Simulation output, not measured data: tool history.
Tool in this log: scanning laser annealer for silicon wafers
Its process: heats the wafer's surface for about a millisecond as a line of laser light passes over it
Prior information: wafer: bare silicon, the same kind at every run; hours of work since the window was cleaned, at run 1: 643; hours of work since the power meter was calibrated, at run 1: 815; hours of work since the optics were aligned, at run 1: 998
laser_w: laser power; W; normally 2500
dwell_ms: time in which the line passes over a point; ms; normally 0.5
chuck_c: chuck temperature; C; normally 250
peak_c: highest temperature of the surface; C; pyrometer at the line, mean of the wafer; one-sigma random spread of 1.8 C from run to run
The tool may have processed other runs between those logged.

| run | hour | laser_w | dwell_ms | chuck_c | hours of work since the window was cleaned | hours of work since the power meter was calibrated | hours of work since the optics were aligned | peak_c |
|---|---|---|---|---|---|---|---|---|
| 1 | 0 | 2500 | 0.5 | 250 | 643 | 815 | 998 | 955 |
| 2 | 22.7 | 2500 | 0.5 | 250 | 654 | 826 | 1009 | 953 |
| 3 | 41.4 | 2500 | 0.5 | 250 | 663 | 835 | 1018 | 953 |
| 4 | 65.8 | 2500 | 0.461 | 250 | 675 | 847 | 1029 | 922 |
| 5 | 111.9 | 2500 | 0.5 | 250 | 697 | 869 | 1052 | 949 |
| 6 | 134.1 | 2500 | 0.5 | 236 | 708 | 880 | 1062 | 939 |
| 7 | 162.1 | 2500 | 0.5 | 236 | 721 | 893 | 1076 | 937 |
| 8 | 182.3 | 2500 | 0.5 | 236 | 731 | 903 | 1086 | 936 |
| 9 | 213.6 | 2500 | 0.5 | 244 | 746 | 918 | 1101 | 944 |
| 10 | 247.5 | 2500 | 0.5 | 244 | 762 | 935 | 1117 | 943 |
| 11 | 275.5 | 2500 | 0.5 | 244 | 776 | 948 | 1131 | 939 |
| 12 | 295.7 | 2500 | 0.482 | 250 | 786 | 958 | 1140 | 932 |
| 13 | 325.9 | 2157 | 0.5 | 250 | 800 | 972 | 1155 | 830 |
| 14 | 345.2 | 2157 | 0.5 | 250 | 810 | 982 | 1164 | 828 |
| 15 | 388.2 | 2157 | 0.5 | 250 | 830 | 1003 | 1185 | 825 |
| 16 | 415.6 | 2500 | 0.395 | 250 | 844 | 1016 | 1198 | 858 |
| 17 | 442.4 | 2500 | 0.395 | 250 | 856 | 1029 | 1211 | 858 |
| 18 | 479.1 | 2739 | 0.619 | 230 | 874 | 1046 | 1229 | 1102 |
| 19 | 506.3 | 2739 | 0.441 | 249 | 887 | 1060 | 1242 | 975 |
| 20 | 528.9 | 2677 | 0.392 | 250 | 898 | 1070 | 1253 | 908 |
| 21 | 566.8 | 2672 | 0.551 | 278 | 916 | 1089 | 1271 | 1070 |
|  | 573.8 | optics aligned, line set to its width |
| 22 | 593.9 | 2567 | 0.412 | 279 | 927 | 1099 | 10 | 910 |
|  | 624.1 | window over the wafer cleaned |
| 23 | 632.9 | 2246 | 0.453 | 279 | 4 | 1117 | 28 | 880 |
| 24 | 665 | 2390 | 0.59 | 249 | 20 | 1133 | 43 | 994 |
| 25 | 694.6 | 2390 | 0.59 | 249 | 34 | 1147 | 57 | 997 |
|  | 710.4 | optics aligned, line set to its width, once more |
| 26 | 733.3 | 2564 | 0.48 | 268 | 50 | 1163 | 11 | 1016 |
| 27 | 775.7 | 2500 | 0.5 | 263 | 71 | 1184 | 32 | 1006 |
| 28 | 797.6 | 2138 | 0.5 | 222 | 81 | 1194 | 42 | 828 |
| 29 | 828.8 | 2138 | 0.5 | 222 | 96 | 1209 | 57 | 832 |
| 30 | 861.1 | 2423 | 0.5 | 243 | 112 | 1225 | 73 | 954 |
| 31 | 905.8 | 2706 | 0.391 | 231 | 133 | 1246 | 94 | 943 |
| 32 | 935.7 | 2706 | 0.391 | 231 | 148 | 1261 | 109 | 943 |
| 33 | 957.4 | 2252 | 0.439 | 250 | 158 | 1271 | 119 | 851 |

Some steps in peak_c, run to run, broken into two amounts with sign: the step expected even without the hidden condition (settings, incoming material, random variation), and the rest, left for the hidden condition together with whatever gauge scatter is not in both the measured and the hidden-condition-free result:
Hidden state at play: light that passes the window, % of a clean one's; laser's true power over the reading, %; width of the line over the set one, %; drift of the gauge itself on peak_c, C.
Run 17 -> 18: laser_w 2500 -> 2739, dwell_ms 0.395 -> 0.619, chuck_c 250 -> 230. peak_c +244 C: hidden state -20, all else +264.
Run 20 -> 21: laser_w 2677 -> 2672, dwell_ms 0.392 -> 0.551, chuck_c 250 -> 278. peak_c +162 C: hidden state -11, all else +173.
Run 22 -> 23: laser_w 2567 -> 2246, dwell_ms 0.412 -> 0.453, window over the wafer cleaned. peak_c -30 C: hidden state +39, all else -69.
Run 25 -> 26: laser_w 2390 -> 2564, dwell_ms 0.59 -> 0.48, chuck_c 249 -> 268, optics aligned, line set to its width, once more. peak_c +19 C: hidden state +24, all else -5.
Run 27 -> 28: laser_w 2500 -> 2138, chuck_c 263 -> 222. peak_c -178 C: hidden state +0, all else -178.

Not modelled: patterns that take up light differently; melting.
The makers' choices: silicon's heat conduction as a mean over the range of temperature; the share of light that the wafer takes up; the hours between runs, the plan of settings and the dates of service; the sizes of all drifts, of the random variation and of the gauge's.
